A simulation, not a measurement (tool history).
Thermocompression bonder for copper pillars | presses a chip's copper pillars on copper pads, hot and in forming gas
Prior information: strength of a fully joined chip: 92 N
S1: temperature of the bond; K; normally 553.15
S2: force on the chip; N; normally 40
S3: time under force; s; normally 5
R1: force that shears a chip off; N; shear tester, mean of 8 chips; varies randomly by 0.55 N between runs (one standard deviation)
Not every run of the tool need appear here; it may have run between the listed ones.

run 1 hour=0 | S1=553.15 S2=40 S3=5 | R1=54.1
run 2 hour=9.7 | S1=553.15 S2=40 S3=5 | R1=54.8
run 3 hour=25.8 | S1=553.15 S2=51 S3=5 | R1=66.5
run 4 hour=46.6 | S1=553.15 S2=40 S3=5 | R1=55
run 5 hour=60.9 | S1=553.15 S2=40 S3=5 | R1=53.7
run 6 hour=74.1 | S1=553.15 S2=40 S3=5 | R1=54.1
run 7 hour=94.9 | S1=553.15 S2=40 S3=5 | R1=55.2
run 8 hour=115.5 | S1=553.15 S2=40 S3=5 | R1=53.9
run 9 hour=134.4 | S1=553.15 S2=50 S3=5 | R1=66.1
run 10 hour=150 | S1=553.15 S2=50 S3=5 | R1=65.5
run 11 hour=167.7 | S1=553.15 S2=44 S3=5 | R1=58.5
run 12 hour=183.2 | S1=553.15 S2=40 S3=9 | R1=63.9
run 13 hour=204.4 | S1=553.15 S2=40 S3=9 | R1=63.7
run 14 hour=220.2 | S1=553.15 S2=40 S3=9 | R1=64.9
run 15 hour=234.7 | S1=561.15 S2=40 S3=5 | R1=57.8
run 16 hour=254.4 | S1=561.15 S2=40 S3=5 | R1=56.7
run 17 hour=268.9 | S1=561.15 S2=40 S3=5 | R1=57.1
run 18 hour=283.4 | S1=561.15 S2=40 S3=5 | R1=57.4
run 19 hour=293.5 | S1=561.15 S2=40 S3=5 | R1=57.4
run 20 hour=312 | S1=561.15 S2=40 S3=5 | R1=57.6
run 21 hour=326.5 | S1=534.15 S2=40 S3=9 | R1=56.5
run 22 hour=335.6 | S1=534.15 S2=40 S3=9 | R1=56.7
-- hour=349 forming gas filter changed
run 23 hour=351.1 | S1=549.15 S2=28 S3=6 | R1=39.8
run 24 hour=371.2 | S1=538.15 S2=24 S3=13 | R1=41.4
run 25 hour=387.5 | S1=537.15 S2=31 S3=8 | R1=43.7
run 26 hour=402 | S1=537.15 S2=31 S3=8 | R1=44
run 27 hour=411.9 | S1=532.15 S2=24 S3=14 | R1=39.3
run 28 hour=430.7 | S1=532.15 S2=24 S3=3 | R1=21.1
run 29 hour=440.4 | S1=532.15 S2=24 S3=3 | R1=22.1
run 30 hour=460.2 | S1=545.15 S2=43 S3=5 | R1=54.2
run 31 hour=477.3 | S1=528.15 S2=39 S3=4 | R1=40.4
run 32 hour=489 | S1=528.15 S2=39 S3=4 | R1=40.2
run 33 hour=506 | S1=566.15 S2=29 S3=4 | R1=41.1
run 34 hour=525.6 | S1=553.15 S2=40 S3=4 | R1=50.9
run 35 hour=542.4 | S1=565.15 S2=55 S3=3 | R1=65.7
run 36 hour=551.1 | S1=565.15 S2=55 S3=3 | R1=65.8
run 37 hour=568.5 | S1=565.15 S2=55 S3=3 | R1=65.5
run 38 hour=584.4 | S1=543.15 S2=49 S3=3 | R1=51.8
run 39 hour=597.5 | S1=543.15 S2=49 S3=3 | R1=51.3
run 40 hour=607.9 | S1=543.15 S2=49 S3=3 | R1=51.1

Forecast each of these 3 alternatives for the next run:
run A hour=619 | S1=581.15 S2=49 S3=3 | R1=?
run B hour=619 | S1=553.15 S2=27 S3=6 | R1=?
run C hour=619 | S1=543.15 S2=35 S3=3 | R1=?

run=A R1=65.6
run=B R1=39
run=C R1=37.1
With the hidden condition removed and each run's random variation left untouched, the same runs would have given:
run=A R1=65.8
run=B R1=39.1
run=C R1=37.2

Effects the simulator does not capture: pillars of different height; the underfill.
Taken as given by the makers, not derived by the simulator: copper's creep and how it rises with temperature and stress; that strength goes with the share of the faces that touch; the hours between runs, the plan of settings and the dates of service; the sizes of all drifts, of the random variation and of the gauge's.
